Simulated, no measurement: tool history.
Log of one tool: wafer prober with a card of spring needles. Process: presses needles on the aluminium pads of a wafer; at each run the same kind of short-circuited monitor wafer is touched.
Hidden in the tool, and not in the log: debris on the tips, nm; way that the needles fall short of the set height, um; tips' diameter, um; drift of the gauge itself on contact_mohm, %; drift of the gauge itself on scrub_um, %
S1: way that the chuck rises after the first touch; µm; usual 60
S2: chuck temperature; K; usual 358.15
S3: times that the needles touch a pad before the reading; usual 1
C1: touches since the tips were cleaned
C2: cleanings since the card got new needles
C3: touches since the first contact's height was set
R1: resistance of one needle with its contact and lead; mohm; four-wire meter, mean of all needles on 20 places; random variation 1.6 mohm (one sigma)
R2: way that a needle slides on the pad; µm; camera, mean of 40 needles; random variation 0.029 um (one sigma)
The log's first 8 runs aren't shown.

run,hour,S1,S2,S3,C1,C2,C3,R1,R2
9,126.2,60,358.15,1,5416,37,146258,193,13.08
# hour 132.6: tips cleaned on abrasive film
10,141.7,60,358.15,1,4308,38,153547,191,13.03
# hour 150.9: tips cleaned on abrasive film
11,159.2,60,358.15,1,3952,39,161789,188,13.00
# hour 161.4: height of the first contact set anew
# hour 169.0: tips cleaned on abrasive film
12,180.1,51,358.15,1,5248,40,8770,208,10.67
# hour 187.0: tips cleaned on abrasive film
13,191.8,51,358.15,1,2295,41,14296,192,10.62
# hour 205.6: tips cleaned on abrasive film
14,212.5,51,358.15,1,3247,42,24015,200,10.61
# hour 224.2: tips cleaned on abrasive film
15,227.2,51,358.15,1,1419,43,30962,185,10.54
# hour 229.7: height of the first contact set anew, once more
16,238.5,51,358.15,1,6598,43,4169,206,11.46
# hour 243.6: tips cleaned on abrasive film
17,257.5,51,358.15,1,6553,44,13125,207,11.42

Run 18 comes next. What will it give?
# hour 262.0: tips cleaned on abrasive film
18,278.8,51,358.15,1,7987,45,23187,?,?

{"run 18": {"R1": 213, "R2": 11.4}}
Without the tool's hidden state the same run would have given R1 165 mohm, R2 11.44 µm.
